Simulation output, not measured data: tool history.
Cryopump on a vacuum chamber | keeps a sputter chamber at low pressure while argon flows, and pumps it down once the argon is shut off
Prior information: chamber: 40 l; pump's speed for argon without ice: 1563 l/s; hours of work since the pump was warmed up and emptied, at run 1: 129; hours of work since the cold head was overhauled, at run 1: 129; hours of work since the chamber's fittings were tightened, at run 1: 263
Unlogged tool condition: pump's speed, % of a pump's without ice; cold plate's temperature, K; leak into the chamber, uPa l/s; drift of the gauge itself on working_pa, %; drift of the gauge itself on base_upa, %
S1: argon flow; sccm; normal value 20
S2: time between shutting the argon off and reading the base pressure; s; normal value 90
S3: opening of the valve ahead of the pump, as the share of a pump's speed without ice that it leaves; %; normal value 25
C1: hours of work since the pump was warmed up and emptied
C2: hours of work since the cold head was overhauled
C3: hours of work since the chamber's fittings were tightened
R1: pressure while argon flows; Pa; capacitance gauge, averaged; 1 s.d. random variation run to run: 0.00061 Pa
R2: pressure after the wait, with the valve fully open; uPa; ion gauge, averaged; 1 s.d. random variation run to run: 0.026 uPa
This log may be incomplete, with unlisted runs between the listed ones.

run,hour,S1,S2,S3,C1,C2,C3,R1,R2
1,0,20,90,25,129,129,263,0.0882,1.25
2,29.8,20,90,25,151,151,285,0.0877,1.31
3,65.6,20,90,25,177,177,311,0.0875,1.33
4,102.6,20,90,25,204,204,338,0.0877,1.28
5,146.2,20,90,25,237,237,371,0.0884,1.3
6,168.6,20,90,19,253,253,387,0.1169,1.37
7,192.2,20,90,19,270,270,404,0.1144,1.38
8,229.1,20,90,19,298,298,432,0.1153,1.38
9,273.4,20,90,19,330,330,464,0.1161,1.36
10,315,20,90,19,361,361,495,0.1154,1.44
11,357.4,20,90,19,392,392,526,0.1159,1.51
12,388.9,16,90,25,415,415,549,0.0719,1.47
13,419.8,16,90,25,438,438,572,0.0708,1.48
14,438.2,16,90,25,452,452,586,0.0709,1.54
15,477.4,20,90,25,481,481,615,0.0895,1.58
16,503.9,16,261,34,500,500,634,0.0531,1.01
17,530.2,14,129,41,520,520,654,0.0391,1.35
18,562.6,14,129,41,543,543,677,0.0394,1.38
19,593.7,14,208,45,566,566,700,0.0362,1.13
20,628.7,14,208,45,592,592,726,0.0364,1.16
21,652.5,14,208,45,610,610,744,0.0373,1.15
22,679.3,14,208,45,629,629,763,0.0359,1.2
23,698.7,20,119,25,644,644,778,0.0903,1.49
24,733.5,25,63,25,669,669,803,0.1135,2.06
25,755.5,16,80,25,686,686,820,0.0728,1.79
26,781.6,36,90,21,705,705,839,0.193,1.74
27,804.1,36,55,21,721,721,855,0.1947,2.31
28,830.1,17,105,47,740,740,874,0.042,1.66
29,874.5,17,105,47,773,773,907,0.0432,1.69

Table of differences, measured result less the result of that run with no hidden state. Run-to-run variation is the same in both. Gauge scatter possibly is not:
run,R1,R2
1,+0.0008,+0.2
2,+0.0009,+0.21
3,+0.001,+0.24
4,+0.0011,+0.25
5,+0.0014,+0.28
6,+0.0015,+0.3
7,+0.0015,+0.3
8,+0.0017,+0.33
9,+0.0018,+0.35
10,+0.002,+0.37
11,+0.0023,+0.41
12,+0.0019,+0.41
13,+0.0021,+0.44
14,+0.0021,+0.47
15,+0.0029,+0.49
16,+0.0024,+0.5
17,+0.0022,+0.52
18,+0.0023,+0.55
19,+0.0024,+0.55
20,+0.0025,+0.59
21,+0.0027,+0.58
22,+0.0027,+0.62
23,+0.004,+0.63
24,+0.0052,+0.66
25,+0.0035,+0.66
26,+0.008,+0.7
27,+0.0083,+0.72
28,+0.004,+0.73
29,+0.0042,+0.76

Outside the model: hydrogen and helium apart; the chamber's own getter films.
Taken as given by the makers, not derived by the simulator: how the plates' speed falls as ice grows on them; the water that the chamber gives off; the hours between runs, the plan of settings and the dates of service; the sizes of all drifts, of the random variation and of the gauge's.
